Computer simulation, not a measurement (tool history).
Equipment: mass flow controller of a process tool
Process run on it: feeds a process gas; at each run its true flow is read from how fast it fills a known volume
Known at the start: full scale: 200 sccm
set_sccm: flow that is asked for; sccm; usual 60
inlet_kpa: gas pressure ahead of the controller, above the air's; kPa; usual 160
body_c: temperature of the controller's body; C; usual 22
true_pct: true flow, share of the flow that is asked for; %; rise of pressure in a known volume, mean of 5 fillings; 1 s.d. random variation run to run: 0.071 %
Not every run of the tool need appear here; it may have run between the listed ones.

run	day	set_sccm	inlet_kpa	body_c	true_pct
1	0	60	160	22	99.21
2	11.608	60	148	22	99.35
3	19.146	60	160	22	99.11
4	26.733	60	160	22	99.15
5	35.592	60	160	22	99.14
6	42.3	60	160	22	99.12
7	51.396	60	160	22	99.08
8	62.738	27	227	22	96.71
9	73.267	183	215	23	100.72
10	83.279	183	242	24	100.44
11	92.388	183	242	24	100.4

Run 12 is up next; what results do you expect?
12	100.146	60	183	22	?

Run 12 yielded true_pct 98.91 %.
With no hidden state in the tool, this same run would have given true_pct 99.45 %.
